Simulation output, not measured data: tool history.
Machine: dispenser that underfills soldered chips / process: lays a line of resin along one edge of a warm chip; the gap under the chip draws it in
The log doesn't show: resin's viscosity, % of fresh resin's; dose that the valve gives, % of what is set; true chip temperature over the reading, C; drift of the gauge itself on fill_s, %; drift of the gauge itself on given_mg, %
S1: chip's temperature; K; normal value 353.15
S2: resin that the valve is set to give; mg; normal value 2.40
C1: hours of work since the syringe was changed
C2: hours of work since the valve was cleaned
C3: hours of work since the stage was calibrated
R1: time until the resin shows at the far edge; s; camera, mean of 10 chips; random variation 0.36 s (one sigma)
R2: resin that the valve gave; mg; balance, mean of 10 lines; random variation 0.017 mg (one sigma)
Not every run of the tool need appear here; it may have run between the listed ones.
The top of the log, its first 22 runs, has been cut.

Run 23, hour 132.4: usual settings but S1 357.15 K, S2 2.01 mg; C1 5; C2 66; C3 162. Result: R1 21.3 s, R2 1.89 mg.
At hour 133.3: new syringe of resin.
Run 24, hour 138.5: usual settings but S1 360.15 K, S2 2.06 mg; C1 4; C2 70; C3 167. Result: R1 16.4 s, R2 1.94 mg.
At hour 141.5: new syringe of resin.
Run 25, hour 142.6: usual settings but S1 340.15 K, S2 3.09 mg; C1 1; C2 73; C3 169. Result: R1 37.9 s, R2 2.88 mg.
Run 26, hour 148.9: usual settings but S1 358.15 K, S2 2.48 mg; C1 5; C2 77; C3 174. Result: R1 18.9 s, R2 2.31 mg.
At hour 150.0: new syringe of resin.
Run 27, hour 152.9: usual settings but S1 347.15 K, S2 2.20 mg; C1 2; C2 80; C3 177. Result: R1 29.2 s, R2 2.06 mg.
At hour 158.0: new syringe of resin.
Run 28, hour 159.1: usual settings but S1 350.15 K, S2 2.81 mg; C1 1; C2 84; C3 181. Result: R1 22.1 s, R2 2.59 mg.
Run 29, hour 165.5: usual settings but S1 350.15 K, S2 2.81 mg; C1 5; C2 89; C3 186. Result: R1 28.1 s, R2 2.61 mg.
At hour 166.5: new syringe of resin.
Run 30, hour 172.8: usual settings but S1 351.15 K, S2 2.59 mg; C1 5; C2 94; C3 191. Result: R1 25.6 s, R2 2.42 mg.
At hour 175.0: new syringe of resin.
Run 31, hour 177.3: usual settings but S1 351.15 K, S2 2.59 mg; C1 2; C2 97; C3 194. Result: R1 21.9 s, R2 2.35 mg.
At hour 183.1: new syringe of resin.
Run 32, hour 184.5: usual settings but S1 360.15 K; C1 1; C2 102; C3 199. Result: R1 13.5 s, R2 2.18 mg.
At hour 191.2: new syringe of resin.
Run 33, hour 191.6: usual settings but S1 355.15 K; C1 0; C2 107; C3 204. Result: R1 17.1 s, R2 2.18 mg.
Run 34, hour 198.8: usual settings but S1 355.15 K; C1 6; C2 112; C3 209. Result: R1 21.2 s, R2 2.19 mg.

4 options for the next run, each taken on its own from the tool as it stands now. Forecast them:
At hour 199.4: new syringe of resin.
Run A, hour 206.6: usual settings but S1 363.15 K, S2 2.54 mg; C1 5; C2 118; C3 214. Result: R1 ?, R2 ?.
At hour 199.4: new syringe of resin.
Run B, hour 206.6: usual settings but S1 355.15 K, S2 2.63 mg; C1 5; C2 118; C3 214. Result: R1 ?, R2 ?.
At hour 199.4: new syringe of resin.
Run C, hour 206.6: usual settings but S1 363.15 K, S2 2.76 mg; C1 5; C2 118; C3 214. Result: R1 ?, R2 ?.
At hour 199.4: new syringe of resin.
Run D, hour 206.6: usual settings but S1 360.15 K; C1 5; C2 118; C3 214. Result: R1 ?, R2 ?.

run    R1    R2
  A  14.7  2.30
  B  21.2  2.35
  C  14.6  2.50
  D  16.9  2.15
Without the tool's unlogged condition, the same runs would have read:
run    R1    R2
  A  12.1  2.55
  B  17.4  2.62
  C  12.0  2.78
  D  13.8  2.39

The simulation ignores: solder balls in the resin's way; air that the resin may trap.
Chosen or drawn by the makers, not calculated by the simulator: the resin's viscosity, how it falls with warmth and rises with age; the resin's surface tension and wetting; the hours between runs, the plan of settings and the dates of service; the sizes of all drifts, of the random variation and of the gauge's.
